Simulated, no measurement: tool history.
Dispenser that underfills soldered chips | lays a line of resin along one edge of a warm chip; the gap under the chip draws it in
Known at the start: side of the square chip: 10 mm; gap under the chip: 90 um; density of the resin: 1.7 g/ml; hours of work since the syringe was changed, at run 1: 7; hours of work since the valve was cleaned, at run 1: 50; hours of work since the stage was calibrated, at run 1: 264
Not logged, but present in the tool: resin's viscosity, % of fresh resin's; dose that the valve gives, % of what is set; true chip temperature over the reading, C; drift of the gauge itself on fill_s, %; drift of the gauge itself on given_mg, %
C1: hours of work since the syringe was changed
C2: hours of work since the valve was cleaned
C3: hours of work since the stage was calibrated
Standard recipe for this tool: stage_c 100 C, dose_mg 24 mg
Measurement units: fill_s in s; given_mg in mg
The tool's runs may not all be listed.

{"run": 1, "hour": 0.0, "stage_c": 100, "dose_mg": 24, "C1": 7, "C2": 50, "C3": 264, "fill_s": 37.2, "given_mg": 22.88}
{"hour": 2.0, "done": "new syringe of resin"}
{"run": 2, "hour": 7.5, "stage_c": 100, "dose_mg": 24, "C1": 4, "C2": 55, "C3": 269, "fill_s": 31.4, "given_mg": 22.6}
{"hour": 12.8, "done": "new syringe of resin"}
{"run": 3, "hour": 18.4, "stage_c": 85, "dose_mg": 24, "C1": 4, "C2": 63, "C3": 277, "fill_s": 59.1, "given_mg": 22.51}
{"hour": 23.5, "done": "new syringe of resin"}
{"run": 4, "hour": 27.2, "stage_c": 85, "dose_mg": 24, "C1": 3, "C2": 69, "C3": 283, "fill_s": 53.2, "given_mg": 22.48}
{"hour": 34.3, "done": "new syringe of resin"}
{"run": 5, "hour": 39.5, "stage_c": 85, "dose_mg": 24, "C1": 4, "C2": 77, "C3": 291, "fill_s": 57.7, "given_mg": 22.33}
{"hour": 45.1, "done": "new syringe of resin"}
{"run": 6, "hour": 47.3, "stage_c": 85, "dose_mg": 24, "C1": 2, "C2": 82, "C3": 296, "fill_s": 51.1, "given_mg": 22.27}
{"hour": 55.8, "done": "new syringe of resin"}
{"run": 7, "hour": 59.4, "stage_c": 85, "dose_mg": 30.9, "C1": 3, "C2": 91, "C3": 305, "fill_s": 52.1, "given_mg": 28.26}
{"run": 8, "hour": 65.8, "stage_c": 85, "dose_mg": 30.9, "C1": 7, "C2": 95, "C3": 309, "fill_s": 65.7, "given_mg": 28.17}
{"hour": 66.9, "done": "new syringe of resin"}
{"run": 9, "hour": 72.7, "stage_c": 85, "dose_mg": 30.9, "C1": 4, "C2": 100, "C3": 314, "fill_s": 54.4, "given_mg": 28.22}
{"hour": 78.5, "done": "new syringe of resin"}
{"hour": 82.6, "done": "dispensing valve cleaned and set on the balance"}
{"run": 10, "hour": 84.9, "stage_c": 85, "dose_mg": 30.9, "C1": 4, "C2": 2, "C3": 322, "fill_s": 55.9, "given_mg": 30.68}
{"hour": 91.0, "done": "new syringe of resin"}
{"run": 11, "hour": 98.7, "stage_c": 100, "dose_mg": 24, "C1": 5, "C2": 11, "C3": 331, "fill_s": 33.4, "given_mg": 23.81}
{"hour": 101.9, "done": "new syringe of resin"}
{"hour": 113.2, "done": "new syringe of resin"}
{"run": 12, "hour": 114.7, "stage_c": 100, "dose_mg": 24, "C1": 1, "C2": 22, "C3": 342, "fill_s": 27.8, "given_mg": 23.63}
{"hour": 123.8, "done": "new syringe of resin"}
{"run": 13, "hour": 124.7, "stage_c": 100, "dose_mg": 24, "C1": 1, "C2": 29, "C3": 349, "fill_s": 27.2, "given_mg": 23.57}
{"run": 14, "hour": 133.7, "stage_c": 100, "dose_mg": 24, "C1": 7, "C2": 35, "C3": 355, "fill_s": 37.2, "given_mg": 23.28}
{"hour": 135.3, "done": "new syringe of resin"}
{"hour": 145.9, "done": "new syringe of resin"}
{"run": 15, "hour": 148.7, "stage_c": 100, "dose_mg": 20.8, "C1": 2, "C2": 45, "C3": 365, "fill_s": 29.7, "given_mg": 19.85}
{"hour": 156.9, "done": "new syringe of resin"}
{"run": 16, "hour": 161.0, "stage_c": 100, "dose_mg": 20.8, "C1": 3, "C2": 54, "C3": 374, "fill_s": 30.9, "given_mg": 19.78}
{"hour": 167.5, "done": "new syringe of resin"}
{"run": 17, "hour": 172.2, "stage_c": 100, "dose_mg": 20.8, "C1": 3, "C2": 62, "C3": 382, "fill_s": 31, "given_mg": 19.75}
{"hour": 178.8, "done": "new syringe of resin"}
{"run": 18, "hour": 182.2, "stage_c": 100, "dose_mg": 20.8, "C1": 2, "C2": 68, "C3": 388, "fill_s": 29.8, "given_mg": 19.44}
{"hour": 189.4, "done": "new syringe of resin"}
{"run": 19, "hour": 192.4, "stage_c": 100, "dose_mg": 20.8, "C1": 2, "C2": 75, "C3": 395, "fill_s": 30.1, "given_mg": 19.25}
{"run": 20, "hour": 199.6, "stage_c": 112, "dose_mg": 23.3, "C1": 7, "C2": 81, "C3": 400, "fill_s": 24.4, "given_mg": 21.55}
{"hour": 200.8, "done": "new syringe of resin"}
{"hour": 211.5, "done": "new syringe of resin"}
{"run": 21, "hour": 213.6, "stage_c": 112, "dose_mg": 23.3, "C1": 1, "C2": 90, "C3": 410, "fill_s": 18.1, "given_mg": 21.33}
{"run": 22, "hour": 220.3, "stage_c": 85, "dose_mg": 28.4, "C1": 6, "C2": 95, "C3": 415, "fill_s": 60.5, "given_mg": 25.96}
{"hour": 222.9, "done": "new syringe of resin"}
{"run": 23, "hour": 229.9, "stage_c": 85, "dose_mg": 28.4, "C1": 5, "C2": 101, "C3": 421, "fill_s": 56.2, "given_mg": 25.67}
{"hour": 233.9, "done": "new syringe of resin"}
{"hour": 237.8, "done": "dispensing valve cleaned and set on the balance"}
{"run": 24, "hour": 240.3, "stage_c": 85, "dose_mg": 28.4, "C1": 4, "C2": 2, "C3": 428, "fill_s": 52.1, "given_mg": 28.19}
{"hour": 245.7, "done": "new syringe of resin"}
{"run": 25, "hour": 253.0, "stage_c": 85, "dose_mg": 28.4, "C1": 5, "C2": 11, "C3": 436, "fill_s": 56.7, "given_mg": 28.05}
{"hour": 256.8, "done": "new syringe of resin"}
{"run": 26, "hour": 263.7, "stage_c": 85, "dose_mg": 28.4, "C1": 5, "C2": 18, "C3": 444, "fill_s": 57.4, "given_mg": 28.01}
{"hour": 267.5, "done": "new syringe of resin"}
{"hour": 278.8, "done": "new syringe of resin"}
{"run": 27, "hour": 279.0, "stage_c": 85, "dose_mg": 28.4, "C1": 0, "C2": 28, "C3": 454, "fill_s": 43.1, "given_mg": 27.55}
{"hour": 290.3, "done": "new syringe of resin"}
{"run": 28, "hour": 290.3, "stage_c": 85, "dose_mg": 28.4, "C1": 0, "C2": 36, "C3": 462, "fill_s": 43.2, "given_mg": 27.38}
{"hour": 301.1, "done": "new syringe of resin"}
{"run": 29, "hour": 301.7, "stage_c": 87, "dose_mg": 22.5, "C1": 0, "C2": 44, "C3": 470, "fill_s": 43.6, "given_mg": 21.62}
{"run": 30, "hour": 308.1, "stage_c": 87, "dose_mg": 22.5, "C1": 5, "C2": 48, "C3": 474, "fill_s": 52.8, "given_mg": 21.61}
{"hour": 312.8, "done": "new syringe of resin"}
{"run": 31, "hour": 317.9, "stage_c": 87, "dose_mg": 22.5, "C1": 4, "C2": 55, "C3": 481, "fill_s": 49.5, "given_mg": 21.22}
{"hour": 323.8, "done": "new syringe of resin"}
{"run": 32, "hour": 330.5, "stage_c": 87, "dose_mg": 22.5, "C1": 5, "C2": 64, "C3": 490, "fill_s": 52.9, "given_mg": 21.19}
{"hour": 334.5, "done": "new syringe of resin"}
{"run": 33, "hour": 340.8, "stage_c": 106, "dose_mg": 24, "C1": 4, "C2": 71, "C3": 497, "fill_s": 25.2, "given_mg": 22.38}

Here are 3 independent what-if runs from the current tool condition. What would each one return?
{"hour": 346.2, "done": "new syringe of resin"}
{"run": "A", "hour": 351.6, "stage_c": 102, "dose_mg": 27.9, "C1": 4, "C2": 78, "C3": 504, "fill_s": "?", "given_mg": "?"}
{"hour": 346.2, "done": "new syringe of resin"}
{"run": "B", "hour": 351.6, "stage_c": 108, "dose_mg": 24, "C1": 4, "C2": 78, "C3": 504, "fill_s": "?", "given_mg": "?"}
{"hour": 346.2, "done": "new syringe of resin"}
{"run": "C", "hour": 351.6, "stage_c": 107, "dose_mg": 26.9, "C1": 4, "C2": 78, "C3": 504, "fill_s": "?", "given_mg": "?"}

run=A fill_s=27.7 given_mg=26.07
run=B fill_s=22.9 given_mg=22.28
run=C fill_s=24.2 given_mg=24.98
Without the tool's unlogged condition, the same runs would have read:
run=A fill_s=26.2 given_mg=28.04
run=B fill_s=21.5 given_mg=23.97
run=C fill_s=22.8 given_mg=26.86
